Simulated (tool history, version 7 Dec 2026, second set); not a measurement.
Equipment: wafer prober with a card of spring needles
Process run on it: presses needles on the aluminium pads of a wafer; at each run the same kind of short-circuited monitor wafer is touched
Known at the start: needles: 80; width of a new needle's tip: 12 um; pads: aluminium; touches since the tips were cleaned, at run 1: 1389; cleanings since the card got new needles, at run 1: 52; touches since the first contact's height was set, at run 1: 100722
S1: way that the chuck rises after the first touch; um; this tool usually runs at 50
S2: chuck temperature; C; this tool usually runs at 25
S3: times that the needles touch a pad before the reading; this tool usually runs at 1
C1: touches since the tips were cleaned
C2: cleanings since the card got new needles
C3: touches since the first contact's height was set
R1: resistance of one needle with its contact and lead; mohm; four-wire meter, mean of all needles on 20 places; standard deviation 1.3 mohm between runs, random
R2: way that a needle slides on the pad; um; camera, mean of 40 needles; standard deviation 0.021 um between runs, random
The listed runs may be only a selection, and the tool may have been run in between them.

run	hour	S1	S2	S3	C1	C2	C3	R1	R2
1	0.0	50	25	1	1389	52	100722	135	13.13
# hour 11.4: height of the first contact set anew
# hour 21.5: tips cleaned on abrasive film
2	21.5	50	25	1	0	53	2616	114	12.90
# hour 47.4: tips cleaned on abrasive film
3	65.7	50	25	1	4840	54	14252	171	12.93
# hour 75.6: tips cleaned on abrasive film
4	91.2	50	25	1	4120	55	20944	169	12.96
# hour 101.5: tips cleaned on abrasive film
# hour 118.9: height of the first contact set anew, once more
# hour 127.8: tips cleaned on abrasive film
5	130.9	50	45	1	800	57	3136	123	13.34
# hour 156.8: tips cleaned on abrasive film
6	163.7	50	45	1	1826	58	11768	138	13.33
# hour 182.9: tips cleaned on abrasive film
7	182.9	42	45	1	0	59	16799	115	11.16
# hour 211.8: tips cleaned on abrasive film
8	214.1	42	45	1	604	60	24989	135	11.14
# hour 237.9: tips cleaned on abrasive film
9	241.6	42	45	1	955	61	32207	136	11.12
# hour 266.9: tips cleaned on abrasive film
10	281.9	42	45	1	3955	62	42812	186	11.13
# hour 293.3: tips cleaned on abrasive film
11	317.8	42	45	1	6465	63	52249	208	11.08
# hour 320.3: tips cleaned on abrasive film
# hour 347.2: tips cleaned on abrasive film
12	355.9	42	45	1	2307	65	62240	162	11.10
# hour 373.9: tips cleaned on abrasive film
13	381.6	42	45	1	2032	66	68969	158	11.01
# hour 399.2: tips cleaned on abrasive film
14	416.5	42	45	1	4580	67	78160	189	11.00
# hour 427.0: tips cleaned on abrasive film
# hour 453.2: tips cleaned on abrasive film
15	460.1	50	25	1	1804	69	89575	139	13.09
16	478.1	50	25	1	6568	69	94339	188	13.13
# hour 482.3: tips cleaned on abrasive film
# hour 508.3: tips cleaned on abrasive film
# hour 513.0: height of the first contact set anew
17	513.0	50	25	1	1166	71	0	131	13.37
# hour 534.4: tips cleaned on abrasive film
18	534.4	50	25	1	0	72	5605	113	13.32
# hour 563.2: tips cleaned on abrasive film
19	563.2	50	25	1	3	73	13171	114	13.34
# hour 588.8: tips cleaned on abrasive film
20	591.1	50	25	1	582	74	20485	123	13.31
21	611.4	68	33	2	5944	74	25847	130	18.15
# hour 615.9: tips cleaned on abrasive film
# hour 642.0: tips cleaned on abrasive film
22	645.3	43	25	2	887	76	34732	120	11.38
# hour 670.6: tips cleaned on abrasive film
23	671.8	43	25	2	309	77	41689	117	11.37
# hour 696.7: tips cleaned on abrasive film
24	700.9	35	25	1	1103	78	49318	167	9.21
# hour 723.4: tips cleaned on abrasive film
25	740.5	55	43	2	4506	79	59749	143	14.56
# hour 749.8: tips cleaned on abrasive film
26	773.5	47	34	2	6244	80	68417	158	12.38
# hour 776.2: tips cleaned on abrasive film
27	799.8	47	34	2	6221	81	75316	157	12.36
# hour 803.9: tips cleaned on abrasive film
# hour 833.2: tips cleaned on abrasive film
28	835.9	30	93	3	702	83	84765	133	7.79
# hour 859.3: tips cleaned on abrasive film
29	867.3	32	37	2	2119	84	93024	162	8.30
# hour 886.0: tips cleaned on abrasive film
30	887.4	32	37	2	375	85	98291	133	8.29
# hour 909.9: height of the first contact set anew
# hour 912.7: tips cleaned on abrasive film
31	920.8	36	25	1	2123	86	2841	170	9.61

How would selected steps in R1 from run to run divide? Give the signed amount a tool lacking its hidden state would still show from settings, what came in and random variation, and the signed amount left for the hidden state, including any gauge scatter that is not in both of the compared results.
The tool's hidden condition here consists of: debris on the tips, nm; way that the needles fall short of the set height, um; tips' diameter, um; drift of the gauge itself on contact_mohm, %; drift of the gauge itself on scrub_um, %.
Run 2 -> 3: tips cleaned on abrasive film. R1 +57 mohm: hidden state +60, all else -3.
Run 9 -> 10: tips cleaned on abrasive film. R1 +50 mohm: hidden state +50, all else +0.
Run 16 -> 17: tips cleaned on abrasive film, tips cleaned on abrasive film, height of the first contact set anew. R1 -57 mohm: hidden state -54, all else -3.
